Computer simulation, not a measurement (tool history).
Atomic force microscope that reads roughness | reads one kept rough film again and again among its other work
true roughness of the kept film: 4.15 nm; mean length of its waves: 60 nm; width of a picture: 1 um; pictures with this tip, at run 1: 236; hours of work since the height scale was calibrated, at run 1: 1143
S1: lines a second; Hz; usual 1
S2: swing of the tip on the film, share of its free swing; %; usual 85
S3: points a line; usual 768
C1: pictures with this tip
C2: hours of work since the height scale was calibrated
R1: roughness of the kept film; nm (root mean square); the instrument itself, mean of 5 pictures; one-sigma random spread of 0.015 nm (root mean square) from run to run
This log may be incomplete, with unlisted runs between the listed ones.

run	hour	S1	S2	S3	C1	C2	R1
1	0	1	85	768	236	1143	3.159
2	38.8	1	85	768	262	1160	3.165
# hour 54.1: new tip fitted
# hour 55.1: height scale calibrated on a step standard
3	109.2	1	85	455	37	23	3.38
4	180	1	72	455	84	53	3.515
# hour 201.3: height scale calibrated on a step standard, once more
5	247.6	1	85	768	129	20	3.38
6	312.1	1	85	768	172	47	3.312
7	354.9	1	85	768	201	65	3.294
8	430.8	1	85	781	252	98	3.231
# hour 462.6: new tip fitted
9	475.9	1	85	781	8	117	3.505
10	547.5	1	85	781	57	147	3.461
11	588	1	85	768	84	165	3.397
12	633.2	1	85	768	114	184	3.39
13	702.9	1	85	768	161	213	3.319
14	782	1	85	507	214	247	3.232
15	838.4	1	85	507	252	271	3.214
# hour 871.7: new tip fitted
16	908.7	1	67	768	24	301	3.723
17	945.1	1	67	768	49	316	3.682
18	987.9	1	85	768	78	335	3.361
19	1025.8	1	85	768	103	351	3.361
20	1098.9	1	85	768	152	382	3.32
21	1154.8	1	85	768	190	406	3.264
22	1219.4	1	72	768	233	433	3.382
# hour 1278.9: new tip fitted
23	1291.1	1	83	768	9	464	3.545
24	1374.4	1	83	768	65	499	3.472
25	1433.7	1	85	768	104	524	3.357
26	1519.7	1	89	768	162	561	3.225
27	1566.9	1	89	768	194	581	3.192
28	1627.4	0.73	61	368	234	607	3.519
# hour 1683: new tip fitted
29	1705.1	3.68	70	991	15	640	3.245
30	1789.9	1	67	838	72	676	3.668
31	1845.7	0.91	68	500	109	700	3.605
32	1910.3	0.7	71	500	153	727	3.554
33	1956.2	0.7	71	500	183	747	3.527
34	2024.3	1.14	74	641	229	776	3.364
35	2078	1.38	65	427	265	799	3.376
# hour 2093.5: new tip fitted
36	2157.5	2.49	56	324	43	832	3.626
37	2193.8	1	68	768	68	848	3.608
38	2262.9	3.13	68	591	114	877	3.217
39	2327.3	3.13	68	591	157	905	3.173
40	2399.7	0.85	64	272	206	936	3.478
41	2436.1	1.62	85	679	230	951	3.022

Expected results for the next run?
# hour 2497.6: new tip fitted
42	2497.6	2.37	65	363	0	977	?

R1: 3.536 nm (root mean square)
The same run, on a tool lacking any hidden state, would have yielded R1 3.608 nm (root mean square).
